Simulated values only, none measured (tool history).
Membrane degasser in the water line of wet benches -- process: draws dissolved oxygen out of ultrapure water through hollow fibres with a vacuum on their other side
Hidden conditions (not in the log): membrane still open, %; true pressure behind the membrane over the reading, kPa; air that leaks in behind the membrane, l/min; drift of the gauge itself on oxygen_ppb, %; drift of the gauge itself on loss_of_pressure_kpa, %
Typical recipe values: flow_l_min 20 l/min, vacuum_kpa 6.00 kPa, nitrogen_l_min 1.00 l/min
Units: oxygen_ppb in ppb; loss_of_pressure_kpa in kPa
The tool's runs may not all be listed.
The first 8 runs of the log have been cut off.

run,hour,flow_l_min,vacuum_kpa,nitrogen_l_min,hours since the membrane was changed,hours since the vacuum gauge was calibrated,hours since the vacuum lines were made tight,oxygen_ppb,loss_of_pressure_kpa
9,1294.7,20,12.61,1.00,10265,4693,3976,434.0,28.80
10,1415.6,20,6.00,1.00,10386,4814,4097,169.9,28.45
11,1516.4,20,6.00,1.00,10487,4915,4198,166.6,28.67
12,1673.3,20,6.00,1.00,10644,5072,4355,168.0,28.32
13,1786.1,20,6.00,1.00,10756,5185,4467,170.3,28.41
14,1927.1,20,6.00,1.00,10897,5326,4609,161.4,28.54
15,2048.1,20,6.00,1.00,11018,5447,4730,169.0,28.57
# hour 2139.2: vacuum gauge calibrated
16,2185.4,20,12.50,1.00,11155,46,4866,451.9,28.35
17,2334.1,29,4.87,1.84,11304,195,5015,225.9,41.42
18,2434.7,27,4.87,1.16,11404,296,5116,214.8,38.23
19,2582.2,27,4.87,1.16,11552,443,5263,214.6,38.46
# hour 2677.4: membrane cartridge changed
20,2743.9,27,4.87,1.16,67,601,5421,218.4,38.38
21,2896.6,27,4.87,1.16,219,753,5574,216.4,38.25
# hour 3016.6: seals of the vacuum lines changed
22,3100.8,20,5.28,2.07,421,956,84,91.6,28.67
23,3204.0,17,6.00,0.83,525,1059,187,146.3,23.98
24,3342.6,20,4.94,2.23,663,1197,326,82.9,28.61
25,3454.0,31,6.00,1.00,775,1309,437,376.4,43.95
26,3664.0,15,3.88,2.50,985,1519,647,23.6,21.25
27,3861.7,15,3.88,2.50,1182,1716,845,23.0,21.17
28,3970.0,14,6.80,1.62,1291,1825,953,82.2,19.82
29,4164.2,14,6.80,1.62,1485,2019,1148,83.0,19.94
30,4382.0,14,5.53,1.00,1703,2237,1365,84.1,20.16
31,4609.1,26,6.00,1.00,1930,2464,1592,272.5,37.05
32,4712.0,26,6.00,1.00,2033,2567,1695,272.3,36.85

Below are 4 alternative next runs, each starting from the tool's condition after run 32. Predict each:
A,4864.4,20,6.00,1.68,2185,2719,1848,?,?
B,4864.4,20,3.64,1.00,2185,2719,1848,?,?
C,4864.4,20,6.00,2.25,2185,2719,1848,?,?
D,4864.4,26,3.77,1.00,2185,2719,1848,?,?

run,oxygen_ppb,loss_of_pressure_kpa
A,123.8,28.44
B,65.2,28.39
C,102.9,28.76
D,146.8,36.67
Without the tool's hidden state the same runs would have given:
run,oxygen_ppb,loss_of_pressure_kpa
A,123.6,28.43
B,65.0,28.38
C,102.7,28.75
D,146.5,36.66
